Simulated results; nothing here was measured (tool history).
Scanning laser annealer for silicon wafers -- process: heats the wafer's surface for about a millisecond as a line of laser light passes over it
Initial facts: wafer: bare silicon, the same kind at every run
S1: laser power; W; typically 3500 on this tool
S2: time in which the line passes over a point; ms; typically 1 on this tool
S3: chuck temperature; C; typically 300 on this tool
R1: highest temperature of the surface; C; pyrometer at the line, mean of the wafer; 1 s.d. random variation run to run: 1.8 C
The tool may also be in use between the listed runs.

Run 1, hour 0: usual settings. Result: R1 1035 C.
Run 2, hour 4.8: usual settings but S2 0.77 ms. Result: R1 958 C.
Run 3, hour 11.4: usual settings but S2 0.77 ms, S3 320 C. Result: R1 978 C.
Run 4, hour 15.7: usual settings. Result: R1 1033 C.
Run 5, hour 22.7: usual settings. Result: R1 1033 C.
Run 6, hour 31.5: usual settings. Result: R1 1031 C.
Run 7, hour 39.5: usual settings. Result: R1 1035 C.
Run 8, hour 43.8: usual settings but S3 264 C. Result: R1 994 C.
Run 9, hour 47.5: usual settings but S3 264 C. Result: R1 999 C.
Run 10, hour 53.8: usual settings but S3 264 C. Result: R1 999 C.
Run 11, hour 57.7: usual settings but S2 0.95 ms. Result: R1 1014 C.
Run 12, hour 63.3: usual settings but S2 0.95 ms. Result: R1 1017 C.
Run 13, hour 70.4: usual settings but S2 0.95 ms. Result: R1 1017 C.
Run 14, hour 78.2: usual settings but S2 0.95 ms. Result: R1 1016 C.
Run 15, hour 86.8: usual settings but S2 0.95 ms. Result: R1 1013 C.
Run 16, hour 93.5: usual settings but S2 0.95 ms. Result: R1 1014 C.
Run 17, hour 97.6: usual settings but S2 0.95 ms. Result: R1 1013 C.
Run 18, hour 102.9: usual settings. Result: R1 1029 C.
Run 19, hour 110.8: usual settings. Result: R1 1030 C.
Run 20, hour 116.2: usual settings. Result: R1 1027 C.
Run 21, hour 124.5: usual settings but S2 1.14 ms, S3 284 C. Result: R1 1052 C.
Run 22, hour 131.4: usual settings but S1 3186 W, S2 0.83 ms, S3 305 C. Result: R1 907 C.
Run 23, hour 136.3: usual settings but S1 3186 W, S2 0.83 ms, S3 305 C. Result: R1 906 C.
Run 24, hour 144.8: usual settings but S1 3006 W, S2 0.74 ms, S3 289 C. Result: R1 822 C.
Run 25, hour 151.1: usual settings but S1 3006 W, S2 0.74 ms, S3 289 C. Result: R1 825 C.
Run 26, hour 158.1: usual settings but S1 3673 W, S3 317 C. Result: R1 1092 C.
At hour 160.5: window over the wafer cleaned.
Run 27, hour 164.7: usual settings but S1 3281 W, S2 1.18 ms, S3 271 C. Result: R1 980 C.
Run 28, hour 171.9: usual settings but S1 3281 W, S2 0.73 ms, S3 316 C. Result: R1 894 C.
Run 29, hour 179.2: usual settings but S1 3311 W, S3 301 C. Result: R1 966 C.
Run 30, hour 187.2: usual settings but S1 3311 W, S3 301 C. Result: R1 965 C.
At hour 189.7: window over the wafer cleaned, once more.
Run 31, hour 197.5: usual settings but S1 2998 W. Result: R1 934 C.
Run 32, hour 202.5: usual settings but S1 3702 W, S2 0.83 ms, S3 269 C. Result: R1 1024 C.
Run 33, hour 208.4: usual settings but S2 0.81 ms, S3 262 C. Result: R1 961 C.
Run 34, hour 213.8: usual settings but S1 3276 W, S2 0.88 ms. Result: R1 967 C.
Run 35, hour 221.1: usual settings but S1 3670 W, S2 0.79 ms, S3 285 C. Result: R1 1018 C.
Run 36, hour 227.1: usual settings but S1 3787 W, S3 305 C. Result: R1 1143 C.
Run 37, hour 232.4: usual settings but S1 3787 W, S3 305 C. Result: R1 1143 C.
Run 38, hour 240.2: usual settings but S1 3526 W, S3 307 C. Result: R1 1076 C.
Run 39, hour 245.7: usual settings but S1 3526 W, S3 307 C. Result: R1 1076 C.
Run 40, hour 250: usual settings but S1 3233 W, S2 1.22 ms, S3 263 C. Result: R1 1014 C.

Pick out some run-to-run changes in R1. Of each, how much would a tool without hidden state show as well, from the settings, what came in and chance, and how much is left for the hidden state and any gauge scatter not in both results compared?
What the log doesn't record here: light that passes the window, % of a clean one's; laser's true power over the reading, %; width of the line over the set one, %; drift of the gauge itself on peak_c, C.
Run 21 -> 22: S1 3500 -> 3186, S2 1.14 -> 0.83, S3 284 -> 305. R1 -145 C: hidden state +10, all else -155.
Run 25 -> 26: S1 3006 -> 3673, S2 0.74 -> 1, S3 289 -> 317. R1 +267 C: hidden state -16, all else +283.
Run 30 -> 31: S1 3311 -> 2998, S3 301 -> 300, window over the wafer cleaned, once more. R1 -31 C: hidden state +51, all else -82.
Run 35 -> 36: S1 3670 -> 3787, S2 0.79 -> 1, S3 285 -> 305. R1 +125 C: hidden state -1, all else +126.
